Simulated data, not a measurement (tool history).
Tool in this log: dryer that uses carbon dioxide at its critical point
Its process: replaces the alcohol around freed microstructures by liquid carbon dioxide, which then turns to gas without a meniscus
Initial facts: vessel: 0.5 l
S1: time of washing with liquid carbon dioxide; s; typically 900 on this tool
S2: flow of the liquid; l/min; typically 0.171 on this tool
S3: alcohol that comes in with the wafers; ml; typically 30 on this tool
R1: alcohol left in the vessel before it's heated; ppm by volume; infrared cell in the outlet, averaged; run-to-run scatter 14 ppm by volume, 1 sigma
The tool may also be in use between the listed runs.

{"run": 1, "hour": 0.0, "S1": 900, "S2": 0.171, "S3": 30, "R1": 1501}
{"run": 2, "hour": 21.6, "S1": 900, "S2": 0.171, "S3": 30, "R1": 1487}
{"run": 3, "hour": 57.2, "S1": 900, "S2": 0.171, "S3": 30, "R1": 1556}
{"hour": 70.0, "done": "inlet filter changed"}
{"run": 4, "hour": 90.8, "S1": 900, "S2": 0.171, "S3": 30, "R1": 911}
{"run": 5, "hour": 118.1, "S1": 900, "S2": 0.171, "S3": 30, "R1": 947}
{"run": 6, "hour": 151.4, "S1": 780, "S2": 0.171, "S3": 30, "R1": 1588}
{"run": 7, "hour": 183.7, "S1": 780, "S2": 0.171, "S3": 30, "R1": 1656}
{"run": 8, "hour": 213.0, "S1": 780, "S2": 0.171, "S3": 30, "R1": 1704}
{"run": 9, "hour": 238.1, "S1": 780, "S2": 0.285, "S3": 30, "R1": 218}
{"run": 10, "hour": 268.4, "S1": 900, "S2": 0.285, "S3": 30, "R1": 126}
{"run": 11, "hour": 286.4, "S1": 900, "S2": 0.285, "S3": 30, "R1": 135}
{"run": 12, "hour": 308.3, "S1": 900, "S2": 0.171, "S3": 30, "R1": 1077}
{"run": 13, "hour": 328.2, "S1": 900, "S2": 0.171, "S3": 30, "R1": 1115}
{"run": 14, "hour": 351.8, "S1": 900, "S2": 0.171, "S3": 30, "R1": 1176}
{"run": 15, "hour": 376.1, "S1": 1020, "S2": 0.218, "S3": 37, "R1": 298}
{"run": 16, "hour": 394.2, "S1": 1080, "S2": 0.238, "S3": 21, "R1": 127}
{"run": 17, "hour": 415.2, "S1": 840, "S2": 0.171, "S3": 30, "R1": 1573}
{"run": 18, "hour": 432.5, "S1": 840, "S2": 0.171, "S3": 30, "R1": 1585}
{"run": 19, "hour": 449.7, "S1": 840, "S2": 0.171, "S3": 30, "R1": 1611}
{"run": 20, "hour": 468.9, "S1": 960, "S2": 0.18, "S3": 30, "R1": 809}
{"run": 21, "hour": 490.4, "S1": 1020, "S2": 0.171, "S3": 69, "R1": 1761}
{"run": 22, "hour": 513.8, "S1": 1020, "S2": 0.171, "S3": 69, "R1": 1730}
{"run": 23, "hour": 549.8, "S1": 1020, "S2": 0.208, "S3": 69, "R1": 775}
{"run": 24, "hour": 581.8, "S1": 1020, "S2": 0.208, "S3": 69, "R1": 792}
{"run": 25, "hour": 606.2, "S1": 900, "S2": 0.122, "S3": 30, "R1": 3950}
{"run": 26, "hour": 626.2, "S1": 1260, "S2": 0.122, "S3": 98, "R1": 4443}

3 options for the next run, each taken on its own from the tool as it stands now. Forecast them:
{"run": "A", "hour": 653.9, "S1": 900, "S2": 0.122, "S3": 67, "R1": "?"}
{"run": "B", "hour": 653.9, "S1": 900, "S2": 0.147, "S3": 30, "R1": "?"}
{"run": "C", "hour": 653.9, "S1": 600, "S2": 0.148, "S3": 51, "R1": "?"}

run=A R1=9099
run=B R1=2445
run=C R1=11559
What these runs would have given with no unlogged condition in the tool:
run=A R1=6266
run=B R1=1524
run=C R1=8558

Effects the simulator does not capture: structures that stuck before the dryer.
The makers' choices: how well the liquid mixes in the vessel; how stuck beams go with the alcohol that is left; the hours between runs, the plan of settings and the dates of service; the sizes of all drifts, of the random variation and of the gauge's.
